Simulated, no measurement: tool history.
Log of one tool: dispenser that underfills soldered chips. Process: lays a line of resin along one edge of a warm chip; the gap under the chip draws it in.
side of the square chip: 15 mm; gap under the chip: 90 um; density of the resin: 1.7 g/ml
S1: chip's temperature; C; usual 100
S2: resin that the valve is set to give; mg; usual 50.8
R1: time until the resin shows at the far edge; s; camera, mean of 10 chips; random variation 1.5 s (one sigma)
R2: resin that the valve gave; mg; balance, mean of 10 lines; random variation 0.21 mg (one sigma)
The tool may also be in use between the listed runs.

| run | hour | S1 | S2 | R1 | R2 |
|---|---|---|---|---|---|
| 1 | 0 | 100 | 50.8 | 195.2 | 48.66 |
| 2 | 13.9 | 100 | 50.8 | 206.7 | 50.85 |
| 3 | 23.2 | 100 | 50.8 | 180.2 | 50.47 |
| 4 | 32.4 | 100 | 50.8 | 149.1 | 50.49 |
| 5 | 44.2 | 100 | 50.8 | 150.9 | 50.13 |
| 6 | 55.7 | 100 | 50.8 | 147.1 | 49.73 |
| 7 | 67.9 | 100 | 50.8 | 154 | 49.19 |
| 8 | 80.1 | 105 | 50.8 | 128.5 | 49.02 |
| 9 | 90.6 | 105 | 50.8 | 226.8 | 48.43 |
| 10 | 98.4 | 105 | 50.8 | 165.7 | 50.7 |
| 11 | 104.7 | 104 | 50.8 | 128.7 | 50.41 |
| 12 | 111 | 104 | 50.8 | 181.4 | 51.1 |
| 13 | 117 | 104 | 50.8 | 131.6 | 50.85 |
| 14 | 126.6 | 104 | 53.8 | 233.2 | 52.82 |
| 15 | 135 | 87 | 56.7 | 287 | 55.68 |
| 16 | 145.9 | 87 | 56.7 | 285.8 | 55.68 |
| 17 | 155.7 | 87 | 56.7 | 260.2 | 54.76 |
| 18 | 162.7 | 100 | 57.2 | 256.5 | 55.34 |
| 19 | 172.3 | 103 | 45.8 | 219.3 | 44.05 |
| 20 | 179.9 | 86 | 65.1 | 270 | 61.84 |
| 21 | 192.7 | 100 | 61.1 | 174.5 | 61.3 |
| 22 | 198.6 | 113 | 45.9 | 176.9 | 45.41 |
| 23 | 210.3 | 106 | 45.9 | 203.3 | 45.18 |
| 24 | 218 | 106 | 45.9 | 166.8 | 45.16 |
| 25 | 223.6 | 110 | 53.9 | 194.4 | 53.17 |
| 26 | 232.9 | 100 | 50.1 | 225 | 49.2 |
| 27 | 245.2 | 108 | 58.4 | 179.4 | 56.44 |
| 28 | 251.3 | 96 | 51.8 | 190.9 | 50.38 |

Not shown: 24 entries that the log had between the listed runs. Between which runs, and how does the tool's hidden state differ before and after?
Between runs 1 and 2: dispensing valve cleaned and set on the balance (hour 2.6); new syringe of resin (hour 7.5)
  resin's viscosity, % of fresh resin's: 133.2 -> 142.7; dose that the valve gives, % of what is set: 95.35 -> 99.87; true chip temperature over the reading, C: 0.75 -> 0.79
  measured less the result without the state, R1: +46.7 -> +58.4 s; R2: -2.37 -> -0.06 mg
Between runs 2 and 3: new syringe of resin (hour 19.5)
  resin's viscosity, % of fresh resin's: 142.7 -> 124.1; dose that the valve gives, % of what is set: 99.87 -> 99.35; true chip temperature over the reading, C: 0.79 -> 0.82
  measured less the result without the state, R1: +58.4 -> +31.7 s; R2: -0.06 -> -0.33 mg
Between runs 3 and 4: new syringe of resin (hour 32)
  resin's viscosity, % of fresh resin's: 124.1 -> 103.3; dose that the valve gives, % of what is set: 99.35 -> 98.9; true chip temperature over the reading, C: 0.82 -> 0.85
  measured less the result without the state, R1: +31.7 -> +1.4 s; R2: -0.33 -> -0.57 mg
Between runs 4 and 5: new syringe of resin (hour 43.7)
  resin's viscosity, % of fresh resin's: 103.3 -> 102.3; dose that the valve gives, % of what is set: 98.9 -> 98.32; true chip temperature over the reading, C: 0.85 -> 0.88
  measured less the result without the state, R1: +1.4 -> -0.1 s; R2: -0.57 -> -0.86 mg
Between runs 5 and 6: new syringe of resin (hour 55.3)
  resin's viscosity, % of fresh resin's: 102.3 -> 101.2; dose that the valve gives, % of what is set: 98.32 -> 97.74; true chip temperature over the reading, C: 0.88 -> 0.92
  measured less the result without the state, R1: -0.1 -> -1.6 s; R2: -0.86 -> -1.15 mg
Between runs 6 and 7: new syringe of resin (hour 67)
  resin's viscosity, % of fresh resin's: 101.2 -> 105.6; dose that the valve gives, % of what is set: 97.74 -> 97.13; true chip temperature over the reading, C: 0.92 -> 0.95
  measured less the result without the state, R1: -1.6 -> +4.8 s; R2: -1.15 -> -1.45 mg
Between runs 7 and 8: new syringe of resin (hour 79.6)
  resin's viscosity, % of fresh resin's: 105.6 -> 100.3; dose that the valve gives, % of what is set: 97.13 -> 96.51; true chip temperature over the reading, C: 0.95 -> 0.99
  measured less the result without the state, R1: +4.8 -> -2.4 s; R2: -1.45 -> -1.77 mg
Between runs 9 and 10: new syringe of resin (hour 92); dispensing valve cleaned and set on the balance (hour 96.7)
  resin's viscosity, % of fresh resin's: 178.8 -> 133.8; dose that the valve gives, % of what is set: 95.96 -> 100.12; true chip temperature over the reading, C: 1.02 -> 1.04
  measured less the result without the state, R1: +97.3 -> +38.2 s; R2: -2.04 -> +0.06 mg
Between runs 10 and 11: new syringe of resin (hour 104.7)
  resin's viscosity, % of fresh resin's: 133.8 -> 100.1; dose that the valve gives, % of what is set: 100.12 -> 99.75; true chip temperature over the reading, C: 1.04 -> 1.06
  measured less the result without the state, R1: +38.2 -> -3.8 s; R2: +0.06 -> -0.12 mg
Between runs 12 and 13: new syringe of resin (hour 116.5)
  resin's viscosity, % of fresh resin's: 142 -> 104.1; dose that the valve gives, % of what is set: 99.41 -> 99.09; true chip temperature over the reading, C: 1.08 -> 1.1
  measured less the result without the state, R1: +49.8 -> +1.3 s; R2: -0.3 -> -0.46 mg
Between runs 14 and 15: new syringe of resin (hour 128.8)
  resin's viscosity, % of fresh resin's: 177 -> 136.3; dose that the valve gives, % of what is set: 98.61 -> 98.23; true chip temperature over the reading, C: 1.12 -> 1.15
  measured less the result without the state, R1: +97.5 -> +69.1 s; R2: -0.74 -> -1 mg
Between runs 15 and 16: new syringe of resin (hour 140.5)
  resin's viscosity, % of fresh resin's: 136.3 -> 135.4; dose that the valve gives, % of what is set: 98.23 -> 97.67; true chip temperature over the reading, C: 1.15 -> 1.18
  measured less the result without the state, R1: +69.1 -> +67.3 s; R2: -1 -> -1.33 mg
Between runs 16 and 17: new syringe of resin (hour 152)
  resin's viscosity, % of fresh resin's: 135.4 -> 122.4; dose that the valve gives, % of what is set: 97.67 -> 97.19; true chip temperature over the reading, C: 1.18 -> 1.21
  measured less the result without the state, R1: +67.3 -> +40.1 s; R2: -1.33 -> -1.58 mg
Between runs 18 and 19: new syringe of resin (hour 163.8)
  resin's viscosity, % of fresh resin's: 180.3 -> 159.8; dose that the valve gives, % of what is set: 96.79 -> 96.27; true chip temperature over the reading, C: 1.23 -> 1.26
  measured less the result without the state, R1: +109.3 -> +78.4 s; R2: -1.83 -> -1.71 mg
Between runs 19 and 20: new syringe of resin (hour 176.1)
  resin's viscosity, % of fresh resin's: 159.8 -> 123.7; dose that the valve gives, % of what is set: 96.27 -> 95.88; true chip temperature over the reading, C: 1.26 -> 1.28
  measured less the result without the state, R1: +78.4 -> +43.1 s; R2: -1.71 -> -2.66 mg
Between runs 20 and 21: new syringe of resin (hour 187.8); dispensing valve cleaned and set on the balance (hour 190.9)
  resin's viscosity, % of fresh resin's: 123.7 -> 124.7; dose that the valve gives, % of what is set: 95.88 -> 99.87; true chip temperature over the reading, C: 1.28 -> 1.32
  measured less the result without the state, R1: +43.1 -> +29.1 s; R2: -2.66 -> -0.08 mg
Between runs 22 and 23: new syringe of resin (hour 200.9)
  resin's viscosity, % of fresh resin's: 173.1 -> 166; dose that the valve gives, % of what is set: 99.55 -> 98.98; true chip temperature over the reading, C: 1.33 -> 1.37
  measured less the result without the state, R1: +71.1 -> +76.2 s; R2: -0.2 -> -0.47 mg
Between runs 23 and 24: new syringe of resin (hour 212.7)
  resin's viscosity, % of fresh resin's: 166 -> 133.4; dose that the valve gives, % of what is set: 98.98 -> 98.59; true chip temperature over the reading, C: 1.37 -> 1.39
  measured less the result without the state, R1: +76.2 -> +37.3 s; R2: -0.47 -> -0.64 mg
Between runs 25 and 26: new syringe of resin (hour 224.9)
  resin's viscosity, % of fresh resin's: 182 -> 155.9; dose that the valve gives, % of what is set: 98.28 -> 97.82; true chip temperature over the reading, C: 1.41 -> 1.44
  measured less the result without the state, R1: +83.3 -> +74.9 s; R2: -0.93 -> -1.09 mg
Between runs 26 and 27: new syringe of resin (hour 236.4)
  resin's viscosity, % of fresh resin's: 155.9 -> 161.7; dose that the valve gives, % of what is set: 97.82 -> 97.16; true chip temperature over the reading, C: 1.44 -> 1.48
  measured less the result without the state, R1: +74.9 -> +64.2 s; R2: -1.09 -> -1.65 mg
Between runs 27 and 28: new syringe of resin (hour 248)
  resin's viscosity, % of fresh resin's: 161.7 -> 120.6; dose that the valve gives, % of what is set: 97.16 -> 96.86; true chip temperature over the reading, C: 1.48 -> 1.5
  measured less the result without the state, R1: +64.2 -> +26.1 s; R2: -1.65 -> -1.63 mg
